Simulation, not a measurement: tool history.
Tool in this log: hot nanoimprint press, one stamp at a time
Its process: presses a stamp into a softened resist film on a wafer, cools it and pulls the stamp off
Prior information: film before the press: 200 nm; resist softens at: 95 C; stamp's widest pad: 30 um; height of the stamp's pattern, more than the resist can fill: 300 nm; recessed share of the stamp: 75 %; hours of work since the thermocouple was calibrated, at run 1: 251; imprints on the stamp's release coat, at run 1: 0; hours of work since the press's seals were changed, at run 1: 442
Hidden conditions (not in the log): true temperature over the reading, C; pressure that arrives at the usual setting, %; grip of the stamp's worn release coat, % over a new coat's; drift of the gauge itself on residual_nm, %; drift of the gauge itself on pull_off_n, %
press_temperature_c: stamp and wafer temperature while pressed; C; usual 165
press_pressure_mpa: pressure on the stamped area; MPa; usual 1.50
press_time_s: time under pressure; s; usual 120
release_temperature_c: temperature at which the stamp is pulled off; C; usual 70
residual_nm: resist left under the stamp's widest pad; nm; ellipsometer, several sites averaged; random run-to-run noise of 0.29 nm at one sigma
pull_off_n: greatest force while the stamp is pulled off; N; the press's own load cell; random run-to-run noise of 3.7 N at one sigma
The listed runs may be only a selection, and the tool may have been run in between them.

run    hour  press_temperature_c  press_pressure_mpa  press_time_s  release_temperature_c  hours of work since the thermocouple was calibrated  imprints on the stamp's release coat  hours of work since the press's seals were changed  residual_nm  pull_off_n
  1     0.0                  165                1.50           120                     70                                                  251                                     0                                                 442        109.8         185
  2    93.0                  165                1.50           120                     70                                                  298                                   215                                                 489        108.9         190
      105.7  -- plate thermocouple calibrated
  3   186.3                  165                1.50           120                     70                                                   40                                   424                                                 533        108.3         204
  4   246.7                  165                1.50           120                     70                                                   70                                   564                                                 564        108.4         210
  5   320.7                  165                1.50           120                     70                                                  107                                   735                                                 600        107.8         226
  6   424.8                  165                1.50           120                     70                                                  159                                   977                                                 652        108.2         231
      491.5  -- plate thermocouple calibrated, once more
  7   499.9                  165                1.50           120                     70                                                    4                                  1143                                                 688        111.8         254
      575.2  -- stamp cleaned and given a new release coat
  8   589.8                  165                1.50           120                     70                                                   46                                    34                                                 730        111.0         186
  9   660.2                  165                1.50           120                     75                                                   81                                   197                                                 765        110.6         171
      739.6  -- press's hydraulic seals changed and the load cell set to zero
 10   744.6                  165                1.50           120                     75                                                  119                                   374                                                   2        107.5         187
 11   808.3                  165                1.50           120                     70                                                  151                                   521                                                  34        107.2         206
 12   893.6                  165                1.50           120                     70                                                  193                                   719                                                  77        107.2         223
 13   968.5                  165                1.50           120                     70                                                  230                                   892                                                 114        107.2         241
 14  1020.8                  165                1.50           120                     77                                                  257                                  1013                                                 140        107.2         210
     1112.2  -- plate thermocouple calibrated
 15  1124.8                  165                1.50           120                     70                                                    6                                  1247                                                 190        109.0         252
     1160.5  -- stamp cleaned and given a new release coat
 16  1228.2                  165                1.50           120                     70                                                   55                                   157                                                 239        109.1         190
 17  1322.2                  173                1.61           185                     71                                                  102                                   375                                                 286         73.5         190
 18  1419.8                  173                1.26           185                     71                                                  150                                   600                                                 334         83.3         222
 19  1491.3                  173                1.26           185                     74                                                  186                                   766                                                 370         84.0         213
 20  1539.9                  175                1.22            69                     76                                                  210                                   879                                                 394        113.3         200
 21  1621.6                  175                1.22           196                     76                                                  251                                  1068                                                 435         79.0         216
     1725.9  -- plate thermocouple calibrated
     1733.8  -- stamp cleaned and given a new release coat
 22  1733.8                  175                1.68           226                     62                                                    1                                     0                                                 486         64.5         204
 23  1791.0                  175                1.68           226                     62                                                   29                                   132                                                 514         64.6         203
 24  1879.4                  155                1.68           239                     62                                                   73                                   337                                                 558        111.6         235
 25  1982.8                  155                1.68           155                     62                                                  125                                   576                                                 610        125.3         240
 26  2039.0                  155                1.68           155                     62                                                  153                                   707                                                 638        125.8         257
 27  2095.3                  155                2.02           119                     75                                                  181                                   837                                                 666        125.7         208
 28  2165.0                  155                2.02           119                     75                                                  216                                   998                                                 701        125.9         211
 29  2213.1                  169                1.67            96                     67                                                  240                                  1110                                                 724        102.3         255

Table of differences, measured result less the result of that run with no hidden state. Run-to-run variation is the same in both. Gauge scatter possibly is not:
run  residual_nm  pull_off_n
  1         +0.6          -1
  2         +0.4         +11
  3         -0.3         +23
  4         -0.4         +31
  5         -0.4         +42
  6         -0.6         +55
  7         +2.8         +72
  8         +2.7          +2
  9         +2.5         +10
 10         -1.0         +19
 11         -1.1         +29
 12         -1.3         +42
 13         -1.3         +54
 14         -1.4         +52
 15         +0.7         +76
 16         +0.6          +9
 17         +0.5         +21
 18         +0.1         +36
 19         +0.1         +43
 20         +0.0         +45
 21         +0.0         +56
 22         +1.7          +0
 23         +1.7          +8
 24         +2.2         +24
 25         +2.0         +38
 26         +1.9         +48
 27         +2.5         +45
 28         +2.5         +52
 29         +1.9         +69

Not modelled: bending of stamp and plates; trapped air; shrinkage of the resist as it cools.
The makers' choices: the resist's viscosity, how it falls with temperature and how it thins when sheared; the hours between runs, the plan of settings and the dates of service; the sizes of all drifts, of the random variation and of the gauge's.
